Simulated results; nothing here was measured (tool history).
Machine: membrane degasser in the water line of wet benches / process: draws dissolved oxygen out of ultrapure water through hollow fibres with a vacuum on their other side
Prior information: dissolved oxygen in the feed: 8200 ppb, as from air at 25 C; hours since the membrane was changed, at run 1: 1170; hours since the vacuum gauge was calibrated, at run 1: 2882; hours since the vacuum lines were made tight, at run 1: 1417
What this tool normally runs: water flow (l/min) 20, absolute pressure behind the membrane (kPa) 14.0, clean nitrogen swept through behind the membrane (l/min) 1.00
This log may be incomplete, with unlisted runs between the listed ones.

| run | hour | water flow (l/min) | absolute pressure behind the membrane (kPa) | clean nitrogen swept through behind the membrane (l/min) | hours since the membrane was changed | hours since the vacuum gauge was calibrated | hours since the vacuum lines were made tight | dissolved oxygen in the water behind the degasser (ppb) | pressure that the water loses in the fibres (kPa) |
|---|---|---|---|---|---|---|---|---|---|
| 1 | 0.0 | 20 | 14.0 | 1.00 | 1170 | 2882 | 1417 | 504.5 | 46.85 |
| 2 | 134.7 | 20 | 34.6 | 1.00 | 1305 | 3016 | 1552 | 1261.4 | 46.90 |
| 3 | 250.1 | 20 | 20.1 | 1.00 | 1420 | 3132 | 1667 | 737.3 | 47.12 |
| 4 | 355.8 | 20 | 20.1 | 1.00 | 1526 | 3238 | 1773 | 734.8 | 47.06 |
| 5 | 454.7 | 20 | 20.1 | 1.00 | 1625 | 3336 | 1872 | 750.3 | 47.30 |
| 6 | 539.5 | 20 | 14.0 | 1.00 | 1710 | 3421 | 1956 | 509.0 | 47.51 |
| 7 | 658.8 | 28 | 14.0 | 1.00 | 1829 | 3541 | 2076 | 768.4 | 66.20 |
| 8 | 766.9 | 28 | 14.0 | 1.00 | 1937 | 3649 | 2184 | 761.5 | 66.05 |
| 9 | 832.1 | 26 | 14.0 | 1.00 | 2002 | 3714 | 2249 | 693.5 | 61.58 |
| 10 | 932.7 | 26 | 14.0 | 1.00 | 2103 | 3814 | 2349 | 692.7 | 61.15 |
|  | 944.4 | vacuum gauge calibrated |
| 11 | 1075.6 | 26 | 14.0 | 1.00 | 2245 | 131 | 2492 | 695.9 | 61.73 |
| 12 | 1182.3 | 20 | 14.0 | 1.00 | 2352 | 238 | 2599 | 508.9 | 47.39 |
| 13 | 1317.9 | 20 | 26.2 | 1.00 | 2488 | 373 | 2734 | 973.3 | 47.72 |
| 14 | 1391.9 | 20 | 26.2 | 1.00 | 2562 | 448 | 2808 | 967.7 | 47.85 |
| 15 | 1488.7 | 20 | 14.0 | 1.00 | 2658 | 544 | 2905 | 513.9 | 47.76 |
| 16 | 1546.7 | 20 | 14.0 | 1.00 | 2716 | 602 | 2963 | 507.0 | 47.54 |
| 17 | 1642.3 | 20 | 14.0 | 1.00 | 2812 | 698 | 3059 | 509.2 | 47.89 |
| 18 | 1756.7 | 14 | 12.6 | 1.00 | 2926 | 812 | 3173 | 313.0 | 33.77 |
|  | 1780.9 | vacuum gauge calibrated, once more |
| 19 | 1878.8 | 18 | 29.7 | 0.45 | 3048 | 98 | 3295 | 1771.1 | 43.09 |
| 20 | 1955.6 | 13 | 29.7 | 0.89 | 3125 | 175 | 3371 | 817.3 | 30.92 |
| 21 | 2065.6 | 13 | 29.7 | 0.89 | 3235 | 285 | 3481 | 826.1 | 31.50 |
| 22 | 2171.3 | 30 | 30.9 | 0.71 | 3341 | 390 | 3587 | 2040.6 | 72.28 |
| 23 | 2268.0 | 30 | 30.9 | 0.71 | 3437 | 487 | 3684 | 2025.3 | 71.67 |
| 24 | 2380.6 | 29 | 30.9 | 1.38 | 3550 | 600 | 3796 | 1287.2 | 69.78 |
| 25 | 2443.5 | 27 | 11.8 | 2.90 | 3613 | 663 | 3859 | 343.8 | 64.86 |
| 26 | 2514.6 | 20 | 19.6 | 1.00 | 3684 | 734 | 3930 | 728.3 | 48.44 |
| 27 | 2618.2 | 20 | 19.6 | 1.00 | 3787 | 837 | 4034 | 734.0 | 48.14 |
| 28 | 2720.4 | 14 | 19.6 | 0.62 | 3890 | 940 | 4136 | 762.3 | 33.70 |
| 29 | 2849.9 | 20 | 34.8 | 1.00 | 4019 | 1069 | 4266 | 1281.2 | 48.52 |
| 30 | 2939.3 | 20 | 34.8 | 1.00 | 4109 | 1158 | 4355 | 1281.8 | 48.22 |
| 31 | 3057.8 | 20 | 24.3 | 1.00 | 4227 | 1277 | 4474 | 902.2 | 48.62 |

Below are 5 alternative next runs, each starting from the tool's condition after run 31. Predict each:
| A | 3139.3 | 30 | 31.4 | 0.54 | 4309 | 1358 | 4555 | ? | ? |
| B | 3139.3 | 20 | 16.4 | 1.00 | 4309 | 1358 | 4555 | ? | ? |
| C | 3139.3 | 20 | 22.1 | 0.53 | 4309 | 1358 | 4555 | ? | ? |
| D | 3139.3 | 15 | 24.3 | 1.00 | 4309 | 1358 | 4555 | ? | ? |
| E | 3139.3 | 20 | 9.1 | 2.96 | 4309 | 1358 | 4555 | ? | ? |

| run | dissolved oxygen in the water behind the degasser (ppb) | pressure that the water loses in the fibres (kPa) |
|---|---|---|
| A | 2423.6 | 72.62 |
| B | 599.3 | 48.27 |
| C | 1295.9 | 48.54 |
| D | 690.2 | 36.16 |
| E | 149.8 | 48.20 |
Stripped of hidden state, with their random variation kept, the same runs would have yielded:
| run | dissolved oxygen in the water behind the degasser (ppb) | pressure that the water loses in the fibres (kPa) |
|---|---|---|
| A | 2401.3 | 69.91 |
| B | 584.7 | 46.46 |
| C | 1281.6 | 46.73 |
| D | 678.1 | 34.81 |
| E | 138.4 | 46.40 |
